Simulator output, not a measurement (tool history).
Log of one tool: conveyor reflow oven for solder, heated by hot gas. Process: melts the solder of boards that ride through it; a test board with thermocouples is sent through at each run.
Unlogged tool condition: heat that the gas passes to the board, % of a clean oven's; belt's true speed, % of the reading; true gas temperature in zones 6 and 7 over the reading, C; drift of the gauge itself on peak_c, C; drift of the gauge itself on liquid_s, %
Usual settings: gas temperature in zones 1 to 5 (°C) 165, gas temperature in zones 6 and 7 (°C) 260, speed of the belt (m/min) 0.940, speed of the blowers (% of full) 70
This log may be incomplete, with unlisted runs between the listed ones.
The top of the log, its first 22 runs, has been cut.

run	hour	gas temperature in zones 1 to 5 (°C)	gas temperature in zones 6 and 7 (°C)	speed of the belt (m/min)	speed of the blowers (% of full)	hours of work since the flux was cleaned out	hours of work since the belt drive was overhauled	hours of work since the thermocouples were changed	highest temperature of the board (°C)	time above the solder's melting point (s)
23	397.2	166	249	1.061	66	124	524	418	228.5	15.2
24	422.2	165	251	0.841	74	139	539	433	238.7	32.8
25	440.8	174	260	0.940	57	151	551	445	240.2	30.3
26	464.0	174	260	0.940	57	165	565	459	240.7	29.9
27	475.8	174	260	0.940	57	173	572	467	240.2	29.9
28	493.4	165	260	0.792	57	183	583	477	244.0	37.9
29	509.4	165	260	0.940	60	193	593	487	239.4	27.3
30	527.4	171	260	0.891	69	204	604	498	244.6	35.0

Consider 4 possible next runs. They are alternatives, not a sequence: every one starts from the tool as it was left by run 30. What does each give?
A	549.7	171	269	0.891	50	218	618	512	?	?
B	549.7	172	260	0.891	66	218	618	512	?	?
C	549.7	179	260	0.891	58	218	618	512	?	?
D	549.7	151	260	0.940	88	218	618	512	?	?

run	highest temperature of the board (°C)	time above the solder's melting point (s)
A	246.7	34.6
B	243.8	34.8
C	243.1	35.9
D	242.7	28.8
With the hidden condition removed and each run's random variation left untouched, the same runs would have given:
run	highest temperature of the board (°C)	time above the solder's melting point (s)
A	247.4	35.1
B	244.5	35.5
C	243.7	36.5
D	243.9	29.9

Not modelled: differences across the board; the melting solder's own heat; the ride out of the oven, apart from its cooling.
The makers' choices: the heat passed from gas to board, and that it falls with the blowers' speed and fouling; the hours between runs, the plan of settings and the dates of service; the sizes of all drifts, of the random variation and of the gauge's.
